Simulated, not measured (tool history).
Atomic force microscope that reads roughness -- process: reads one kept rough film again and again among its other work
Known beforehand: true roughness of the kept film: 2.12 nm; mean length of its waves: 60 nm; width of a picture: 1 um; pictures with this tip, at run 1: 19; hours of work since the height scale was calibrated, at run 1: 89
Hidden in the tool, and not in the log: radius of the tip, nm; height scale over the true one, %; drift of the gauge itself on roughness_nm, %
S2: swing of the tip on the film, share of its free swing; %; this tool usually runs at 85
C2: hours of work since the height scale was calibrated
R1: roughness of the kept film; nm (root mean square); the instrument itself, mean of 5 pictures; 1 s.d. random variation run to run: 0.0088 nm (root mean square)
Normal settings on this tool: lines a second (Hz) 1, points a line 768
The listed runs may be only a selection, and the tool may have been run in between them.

run 1 hour=0 | lines_a_second_(Hz)=1 S2=85 points_a_line=768 | pictures_with_this_tip=19 C2=89 | R1=1.943
run 2 hour=42.7 | lines_a_second_(Hz)=1 S2=85 points_a_line=768 | pictures_with_this_tip=104 C2=114 | R1=1.907
run 3 hour=69.4 | lines_a_second_(Hz)=1 S2=85 points_a_line=768 | pictures_with_this_tip=158 C2=130 | R1=1.885
run 4 hour=104.4 | lines_a_second_(Hz)=2.03 S2=85 points_a_line=768 | pictures_with_this_tip=228 C2=151 | R1=1.755
-- hour=108.5 new tip fitted
run 5 hour=139.8 | lines_a_second_(Hz)=2.03 S2=85 points_a_line=768 | pictures_with_this_tip=62 C2=171 | R1=1.821
run 6 hour=176.2 | lines_a_second_(Hz)=2.03 S2=85 points_a_line=768 | pictures_with_this_tip=135 C2=192 | R1=1.796
run 7 hour=199.1 | lines_a_second_(Hz)=2.03 S2=85 points_a_line=768 | pictures_with_this_tip=182 C2=206 | R1=1.773
run 8 hour=223.3 | lines_a_second_(Hz)=2.03 S2=85 points_a_line=768 | pictures_with_this_tip=230 C2=220 | R1=1.735
-- hour=225.9 new tip fitted
run 9 hour=246.3 | lines_a_second_(Hz)=1 S2=85 points_a_line=768 | pictures_with_this_tip=41 C2=233 | R1=1.938
run 10 hour=263.7 | lines_a_second_(Hz)=1.25 S2=85 points_a_line=768 | pictures_with_this_tip=76 C2=243 | R1=1.876
run 11 hour=285.6 | lines_a_second_(Hz)=1 S2=85 points_a_line=323 | pictures_with_this_tip=120 C2=256 | R1=1.88
run 12 hour=315.7 | lines_a_second_(Hz)=1 S2=85 points_a_line=323 | pictures_with_this_tip=181 C2=274 | R1=1.861
run 13 hour=337.4 | lines_a_second_(Hz)=1 S2=85 points_a_line=768 | pictures_with_this_tip=224 C2=287 | R1=1.848
-- hour=341 new tip fitted
run 14 hour=360.8 | lines_a_second_(Hz)=1 S2=85 points_a_line=768 | pictures_with_this_tip=39 C2=300 | R1=1.904
run 15 hour=395.8 | lines_a_second_(Hz)=0.79 S2=85 points_a_line=768 | pictures_with_this_tip=110 C2=321 | R1=1.916
run 16 hour=430.5 | lines_a_second_(Hz)=1 S2=85 points_a_line=768 | pictures_with_this_tip=179 C2=341 | R1=1.85
-- hour=456.5 new tip fitted
run 17 hour=464.9 | lines_a_second_(Hz)=1 S2=85 points_a_line=768 | pictures_with_this_tip=16 C2=361 | R1=1.958
run 18 hour=491 | lines_a_second_(Hz)=1 S2=85 points_a_line=454 | pictures_with_this_tip=69 C2=376 | R1=1.921
run 19 hour=522.1 | lines_a_second_(Hz)=1 S2=85 points_a_line=454 | pictures_with_this_tip=131 C2=395 | R1=1.884
run 20 hour=552.8 | lines_a_second_(Hz)=1 S2=85 points_a_line=454 | pictures_with_this_tip=193 C2=413 | R1=1.831
-- hour=574.1 new tip fitted
run 21 hour=574.1 | lines_a_second_(Hz)=3.62 S2=85 points_a_line=288 | pictures_with_this_tip=0 C2=425 | R1=1.725
run 22 hour=616 | lines_a_second_(Hz)=3.62 S2=85 points_a_line=288 | pictures_with_this_tip=84 C2=449 | R1=1.677
run 23 hour=636.5 | lines_a_second_(Hz)=3.62 S2=57 points_a_line=651 | pictures_with_this_tip=125 C2=461 | R1=1.91
run 24 hour=673.6 | lines_a_second_(Hz)=3.62 S2=57 points_a_line=651 | pictures_with_this_tip=200 C2=483 | R1=1.881
-- hour=690.2 new tip fitted
run 25 hour=693.6 | lines_a_second_(Hz)=3.62 S2=57 points_a_line=288 | pictures_with_this_tip=7 C2=495 | R1=1.98
run 26 hour=733.6 | lines_a_second_(Hz)=1.35 S2=82 points_a_line=288 | pictures_with_this_tip=87 C2=518 | R1=1.893
run 27 hour=768.1 | lines_a_second_(Hz)=1.35 S2=82 points_a_line=288 | pictures_with_this_tip=157 C2=538 | R1=1.836
run 28 hour=789.6 | lines_a_second_(Hz)=1.35 S2=82 points_a_line=288 | pictures_with_this_tip=200 C2=551 | R1=1.81
-- hour=807.6 new tip fitted
run 29 hour=820.2 | lines_a_second_(Hz)=1 S2=62 points_a_line=768 | pictures_with_this_tip=25 C2=569 | R1=2.016
run 30 hour=850.9 | lines_a_second_(Hz)=1 S2=62 points_a_line=768 | pictures_with_this_tip=87 C2=587 | R1=1.979
run 31 hour=871.5 | lines_a_second_(Hz)=1.39 S2=58 points_a_line=768 | pictures_with_this_tip=128 C2=599 | R1=1.932
run 32 hour=905 | lines_a_second_(Hz)=1.39 S2=58 points_a_line=768 | pictures_with_this_tip=196 C2=619 | R1=1.904
-- hour=923.6 new tip fitted
run 33 hour=929 | lines_a_second_(Hz)=1.78 S2=58 points_a_line=371 | pictures_with_this_tip=11 C2=632 | R1=2.006
run 34 hour=950.1 | lines_a_second_(Hz)=0.91 S2=60 points_a_line=476 | pictures_with_this_tip=53 C2=645 | R1=1.988
run 35 hour=976.1 | lines_a_second_(Hz)=0.7 S2=64 points_a_line=471 | pictures_with_this_tip=105 C2=660 | R1=1.97
run 36 hour=1003.7 | lines_a_second_(Hz)=0.7 S2=64 points_a_line=471 | pictures_with_this_tip=161 C2=676 | R1=1.927
run 37 hour=1024.8 | lines_a_second_(Hz)=1.19 S2=55 points_a_line=277 | pictures_with_this_tip=203 C2=689 | R1=1.905
-- hour=1038.9 new tip fitted
run 38 hour=1066.6 | lines_a_second_(Hz)=1.16 S2=71 points_a_line=787 | pictures_with_this_tip=55 C2=713 | R1=1.962

Branching from run 38: 5 alternative next runs. What would each branch give?
run A hour=1094.4 | lines_a_second_(Hz)=0.51 S2=71 points_a_line=787 | pictures_with_this_tip=111 C2=729 | R1=?
run B hour=1094.4 | lines_a_second_(Hz)=1.16 S2=89 points_a_line=519 | pictures_with_this_tip=111 C2=729 | R1=?
run C hour=1094.4 | lines_a_second_(Hz)=2.64 S2=68 points_a_line=707 | pictures_with_this_tip=111 C2=729 | R1=?
run D hour=1094.4 | lines_a_second_(Hz)=1.88 S2=85 points_a_line=768 | pictures_with_this_tip=111 C2=729 | R1=?
run E hour=1094.4 | lines_a_second_(Hz)=1.87 S2=71 points_a_line=811 | pictures_with_this_tip=111 C2=729 | R1=?

run=A R1=1.948
run=B R1=1.844
run=C R1=1.884
run=D R1=1.82
run=E R1=1.887
Had the tool no hidden state, the same runs would have come out as:
run=A R1=2.036
run=B R1=1.926
run=C R1=1.968
run=D R1=1.901
run=E R1=1.972

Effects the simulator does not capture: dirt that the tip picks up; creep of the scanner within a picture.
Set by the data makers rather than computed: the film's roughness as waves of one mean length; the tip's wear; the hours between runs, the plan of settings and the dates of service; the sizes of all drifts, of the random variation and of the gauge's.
